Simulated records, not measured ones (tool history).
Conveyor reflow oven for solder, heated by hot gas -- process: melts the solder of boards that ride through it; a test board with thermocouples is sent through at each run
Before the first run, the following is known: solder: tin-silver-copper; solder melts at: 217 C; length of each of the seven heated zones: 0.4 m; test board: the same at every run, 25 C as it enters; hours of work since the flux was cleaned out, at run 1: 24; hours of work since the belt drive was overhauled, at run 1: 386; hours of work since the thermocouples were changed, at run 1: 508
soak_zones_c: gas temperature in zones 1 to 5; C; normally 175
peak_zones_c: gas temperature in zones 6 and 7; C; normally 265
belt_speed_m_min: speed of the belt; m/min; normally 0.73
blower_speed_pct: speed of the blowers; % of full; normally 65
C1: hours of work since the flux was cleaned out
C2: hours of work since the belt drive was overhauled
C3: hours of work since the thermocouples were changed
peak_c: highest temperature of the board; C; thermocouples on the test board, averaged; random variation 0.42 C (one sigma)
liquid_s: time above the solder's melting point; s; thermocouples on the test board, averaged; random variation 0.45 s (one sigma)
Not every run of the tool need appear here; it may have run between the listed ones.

run 1 day=0 | soak_zones_c=175 peak_zones_c=265 belt_speed_m_min=0.73 blower_speed_pct=65 | C1=24 C2=386 C3=508 | peak_c=248.4 liquid_s=47.1
run 2 day=1.45 | soak_zones_c=175 peak_zones_c=265 belt_speed_m_min=0.73 blower_speed_pct=65 | C1=45 C2=407 C3=529 | peak_c=249.2 liquid_s=46.3
run 3 day=2.692 | soak_zones_c=175 peak_zones_c=265 belt_speed_m_min=0.73 blower_speed_pct=65 | C1=63 C2=425 C3=547 | peak_c=248.9 liquid_s=47.8
run 4 day=3.629 | soak_zones_c=175 peak_zones_c=265 belt_speed_m_min=0.73 blower_speed_pct=65 | C1=77 C2=439 C3=561 | peak_c=249.2 liquid_s=47
run 5 day=4.917 | soak_zones_c=175 peak_zones_c=265 belt_speed_m_min=0.73 blower_speed_pct=51 | C1=96 C2=458 C3=580 | peak_c=243.3 liquid_s=41.4
run 6 day=6.404 | soak_zones_c=175 peak_zones_c=265 belt_speed_m_min=0.73 blower_speed_pct=65 | C1=117 C2=479 C3=602 | peak_c=248.1 liquid_s=46.4
run 7 day=7.471 | soak_zones_c=175 peak_zones_c=265 belt_speed_m_min=0.73 blower_speed_pct=65 | C1=133 C2=495 C3=617 | peak_c=249.1 liquid_s=47
run 8 day=8.433 | soak_zones_c=175 peak_zones_c=265 belt_speed_m_min=0.73 blower_speed_pct=65 | C1=147 C2=509 C3=631 | peak_c=248.4 liquid_s=46.7
run 9 day=10.317 | soak_zones_c=175 peak_zones_c=265 belt_speed_m_min=0.73 blower_speed_pct=65 | C1=174 C2=536 C3=659 | peak_c=248.5 liquid_s=46.4
run 10 day=11.312 | soak_zones_c=175 peak_zones_c=265 belt_speed_m_min=0.73 blower_speed_pct=65 | C1=189 C2=551 C3=673 | peak_c=248.4 liquid_s=47.2
run 11 day=13.296 | soak_zones_c=175 peak_zones_c=265 belt_speed_m_min=0.73 blower_speed_pct=65 | C1=218 C2=580 C3=702 | peak_c=248.4 liquid_s=46.1
run 12 day=14.688 | soak_zones_c=175 peak_zones_c=265 belt_speed_m_min=0.73 blower_speed_pct=65 | C1=238 C2=600 C3=723 | peak_c=249.2 liquid_s=47
run 13 day=16.35 | soak_zones_c=175 peak_zones_c=265 belt_speed_m_min=0.73 blower_speed_pct=65 | C1=263 C2=625 C3=747 | peak_c=248.7 liquid_s=47.8
run 14 day=17.225 | soak_zones_c=175 peak_zones_c=265 belt_speed_m_min=0.73 blower_speed_pct=65 | C1=275 C2=637 C3=760 | peak_c=248.6 liquid_s=46.9
-- day=17.921 flux residue cleaned out of gas plates and filters
run 15 day=18.625 | soak_zones_c=175 peak_zones_c=265 belt_speed_m_min=0.73 blower_speed_pct=65 | C1=10 C2=655 C3=777 | peak_c=249.8 liquid_s=48
run 16 day=20.083 | soak_zones_c=175 peak_zones_c=265 belt_speed_m_min=0.73 blower_speed_pct=65 | C1=32 C2=676 C3=798 | peak_c=249.3 liquid_s=47.3
run 17 day=21.138 | soak_zones_c=176 peak_zones_c=272 belt_speed_m_min=0.73 blower_speed_pct=78 | C1=47 C2=691 C3=814 | peak_c=259.3 liquid_s=54.6
run 18 day=22.821 | soak_zones_c=168 peak_zones_c=267 belt_speed_m_min=0.784 blower_speed_pct=65 | C1=72 C2=716 C3=838 | peak_c=246.9 liquid_s=40.1
run 19 day=24.362 | soak_zones_c=186 peak_zones_c=256 belt_speed_m_min=0.73 blower_speed_pct=86 | C1=94 C2=739 C3=861 | peak_c=249 liquid_s=52.3
run 20 day=26.004 | soak_zones_c=186 peak_zones_c=256 belt_speed_m_min=0.73 blower_speed_pct=86 | C1=118 C2=762 C3=885 | peak_c=248.3 liquid_s=52.9
run 21 day=28.075 | soak_zones_c=175 peak_zones_c=264 belt_speed_m_min=0.73 blower_speed_pct=54 | C1=148 C2=793 C3=915 | peak_c=245.4 liquid_s=44.2
run 22 day=29.483 | soak_zones_c=175 peak_zones_c=264 belt_speed_m_min=0.73 blower_speed_pct=54 | C1=169 C2=813 C3=936 | peak_c=245.1 liquid_s=43.4
run 23 day=31.142 | soak_zones_c=175 peak_zones_c=264 belt_speed_m_min=0.73 blower_speed_pct=54 | C1=193 C2=838 C3=960 | peak_c=244.6 liquid_s=43.5
run 24 day=32.171 | soak_zones_c=175 peak_zones_c=264 belt_speed_m_min=0.73 blower_speed_pct=54 | C1=208 C2=853 C3=975 | peak_c=245.2 liquid_s=43.5
run 25 day=33.246 | soak_zones_c=175 peak_zones_c=265 belt_speed_m_min=0.606 blower_speed_pct=65 | C1=224 C2=868 C3=991 | peak_c=255.3 liquid_s=63.5
run 26 day=34.158 | soak_zones_c=175 peak_zones_c=255 belt_speed_m_min=0.73 blower_speed_pct=85 | C1=237 C2=882 C3=1004 | peak_c=245.9 liquid_s=47.6
run 27 day=35.167 | soak_zones_c=166 peak_zones_c=254 belt_speed_m_min=0.597 blower_speed_pct=71 | C1=252 C2=896 C3=1019 | peak_c=246 liquid_s=55.5
run 28 day=36.288 | soak_zones_c=183 peak_zones_c=258 belt_speed_m_min=0.79 blower_speed_pct=74 | C1=268 C2=913 C3=1035 | peak_c=244.7 liquid_s=42.5
run 29 day=37.162 | soak_zones_c=175 peak_zones_c=273 belt_speed_m_min=0.857 blower_speed_pct=65 | C1=281 C2=925 C3=1048 | peak_c=249.2 liquid_s=40
-- day=37.538 flux residue cleaned out of gas plates and filters
run 30 day=38.675 | soak_zones_c=164 peak_zones_c=273 belt_speed_m_min=0.826 blower_speed_pct=54 | C1=17 C2=945 C3=1067 | peak_c=244.5 liquid_s=34.4

4 ways to go on from here, each from the tool as it stands after run 30. What would each give?
run A day=40.608 | soak_zones_c=164 peak_zones_c=279 belt_speed_m_min=0.826 blower_speed_pct=70 | C1=45 C2=973 C3=1095 | peak_c=? liquid_s=?
run B day=40.608 | soak_zones_c=164 peak_zones_c=273 belt_speed_m_min=0.872 blower_speed_pct=54 | C1=45 C2=973 C3=1095 | peak_c=? liquid_s=?
run C day=40.608 | soak_zones_c=164 peak_zones_c=273 belt_speed_m_min=0.624 blower_speed_pct=54 | C1=45 C2=973 C3=1095 | peak_c=? liquid_s=?
run D day=40.608 | soak_zones_c=175 peak_zones_c=263 belt_speed_m_min=0.73 blower_speed_pct=84 | C1=45 C2=973 C3=1095 | peak_c=? liquid_s=?

run=A peak_c=256.6 liquid_s=42
run=B peak_c=241.7 liquid_s=30.9
run=C peak_c=256.1 liquid_s=58.1
run=D peak_c=254.1 liquid_s=51.4
Stripped of hidden state, with their random variation kept, the same runs would have yielded:
run=A peak_c=254 liquid_s=39.7
run=B peak_c=239.1 liquid_s=28.2
run=C peak_c=253.2 liquid_s=55
run=D peak_c=251.5 liquid_s=49
